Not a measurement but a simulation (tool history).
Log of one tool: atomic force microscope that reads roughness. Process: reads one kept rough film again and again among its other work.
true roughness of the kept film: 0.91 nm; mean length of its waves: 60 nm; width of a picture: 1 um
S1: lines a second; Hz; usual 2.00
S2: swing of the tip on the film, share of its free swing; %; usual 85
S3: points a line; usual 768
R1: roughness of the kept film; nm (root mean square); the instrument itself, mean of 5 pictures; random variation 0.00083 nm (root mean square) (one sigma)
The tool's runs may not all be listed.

{"run": 1, "hour": 0.0, "S1": 2.0, "S2": 85, "S3": 768, "R1": 0.8313}
{"run": 2, "hour": 38.2, "S1": 2.0, "S2": 85, "S3": 768, "R1": 0.8303}
{"run": 3, "hour": 92.1, "S1": 2.0, "S2": 85, "S3": 768, "R1": 0.8316}
{"hour": 121.3, "done": "new tip fitted"}
{"run": 4, "hour": 121.3, "S1": 2.0, "S2": 83, "S3": 768, "R1": 0.8398}
{"run": 5, "hour": 149.5, "S1": 2.0, "S2": 72, "S3": 768, "R1": 0.8689}
{"run": 6, "hour": 194.8, "S1": 2.0, "S2": 85, "S3": 768, "R1": 0.8313}
{"run": 7, "hour": 240.1, "S1": 2.0, "S2": 85, "S3": 768, "R1": 0.8302}
{"run": 8, "hour": 278.3, "S1": 2.0, "S2": 85, "S3": 768, "R1": 0.8282}
{"hour": 298.8, "done": "new tip fitted"}
{"run": 9, "hour": 307.6, "S1": 2.0, "S2": 85, "S3": 768, "R1": 0.8341}
{"run": 10, "hour": 359.5, "S1": 2.0, "S2": 85, "S3": 768, "R1": 0.8322}
{"run": 11, "hour": 402.1, "S1": 1.59, "S2": 77, "S3": 570, "R1": 0.8654}
{"run": 12, "hour": 445.1, "S1": 0.8, "S2": 77, "S3": 622, "R1": 0.8872}
{"hour": 474.2, "done": "new tip fitted"}
{"run": 13, "hour": 483.9, "S1": 2.0, "S2": 76, "S3": 575, "R1": 0.862}
{"run": 14, "hour": 526.9, "S1": 2.44, "S2": 80, "S3": 575, "R1": 0.8379}
{"run": 15, "hour": 550.2, "S1": 1.68, "S2": 74, "S3": 479, "R1": 0.8733}
{"hour": 573.7, "done": "height scale calibrated on a step standard"}
{"run": 16, "hour": 603.6, "S1": 1.78, "S2": 74, "S3": 731, "R1": 0.8572}
{"run": 17, "hour": 639.1, "S1": 1.48, "S2": 74, "S3": 731, "R1": 0.8614}

Forecast each of these 4 alternatives for the next run:
{"hour": 650.1, "done": "new tip fitted"}
{"run": "A", "hour": 674.1, "S1": 1.48, "S2": 68, "S3": 392, "R1": "?"}
{"hour": 650.1, "done": "new tip fitted"}
{"run": "B", "hour": 674.1, "S1": 2.0, "S2": 85, "S3": 440, "R1": "?"}
{"hour": 650.1, "done": "new tip fitted"}
{"run": "C", "hour": 674.1, "S1": 2.81, "S2": 78, "S3": 926, "R1": "?"}
{"hour": 650.1, "done": "new tip fitted"}
{"run": "D", "hour": 674.1, "S1": 3.45, "S2": 74, "S3": 486, "R1": "?"}

run=A R1=0.8779
run=B R1=0.8241
run=C R1=0.8246
run=D R1=0.8235
Without the tool's hidden state the same runs would have given:
run=A R1=0.8787
run=B R1=0.8249
run=C R1=0.8254
run=D R1=0.8242
